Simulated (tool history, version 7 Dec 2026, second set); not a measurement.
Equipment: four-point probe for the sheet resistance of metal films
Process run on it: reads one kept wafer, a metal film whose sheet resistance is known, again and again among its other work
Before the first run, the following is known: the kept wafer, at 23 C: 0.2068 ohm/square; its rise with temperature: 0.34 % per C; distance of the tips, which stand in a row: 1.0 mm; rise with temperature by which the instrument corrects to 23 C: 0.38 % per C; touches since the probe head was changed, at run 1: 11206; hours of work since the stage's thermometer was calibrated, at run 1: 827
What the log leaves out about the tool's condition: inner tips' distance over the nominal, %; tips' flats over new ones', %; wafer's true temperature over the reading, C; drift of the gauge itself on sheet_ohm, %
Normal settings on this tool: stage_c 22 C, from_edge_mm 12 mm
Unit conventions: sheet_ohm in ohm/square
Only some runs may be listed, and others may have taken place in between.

run	hour	stage_c	from_edge_mm	touches since the probe head was changed	hours of work since the stage's thermometer was calibrated	sheet_ohm
1	0	22	12	11206	827	0.206889
2	10.4	22	12	11634	832	0.206877
3	19.9	19	12	12029	837	0.207164
4	31.4	27	12	12505	842	0.206391
5	49.4	27	12	13251	851	0.20653
6	63.6	22	12	13836	858	0.206754
7	75.3	22	23	14320	863	0.206243
8	92.9	22	23	15051	872	0.206273
9	109.3	22	42	15727	880	0.206094
10	116.9	22	12	16042	884	0.206858
11	128.8	22	12	16532	889	0.206732
12	146.8	22	12	17278	898	0.206708
13	155.1	22	12	17622	902	0.206797
14	170.7	22	12	18266	909	0.206704
15	183.6	22	12	18800	916	0.206717
16	200	22	12	19478	924	0.206727
17	213.7	22	12	20045	930	0.20668
18	225.3	29	13	20527	936	0.206023
19	238.1	28	6	21054	942	0.208541
20	252.2	28	6	21638	949	0.208486
21	269	28	31	22332	957	0.205538
22	277.1	28	31	22668	961	0.205534
23	286.6	28	72	23060	965	0.205489
24	294.6	19	10	23392	969	0.207288
# hour 296.5: stage's thermometer calibrated
25	310.3	19	10	24020	7	0.207127
26	324.9	19	10	24626	14	0.2071
27	332.8	19	10	24954	17	0.207138
28	342.2	22	8	25343	22	0.207391
29	350.2	22	8	25673	26	0.207484
30	361.5	25	51	26138	31	0.20559
# hour 367.4: stage's thermometer calibrated, once more
31	374	35	70	26634	3	0.205092
32	388.2	35	70	27223	10	0.205211
33	406	22	60	27961	19	0.2061
34	420.3	22	60	28552	26	0.20613

3 ways to go on from here, each from the tool as it stands after run 34. What would each give?
A	433.7	24	6	29107	32	?
B	433.7	23	60	29107	32	?
C	433.7	31	30	29107	32	?

run	sheet_ohm
A	0.209042
B	0.206048
C	0.205497
Without the tool's unlogged condition, the same runs would have read:
run	sheet_ohm
A	0.209815
B	0.206811
C	0.206258

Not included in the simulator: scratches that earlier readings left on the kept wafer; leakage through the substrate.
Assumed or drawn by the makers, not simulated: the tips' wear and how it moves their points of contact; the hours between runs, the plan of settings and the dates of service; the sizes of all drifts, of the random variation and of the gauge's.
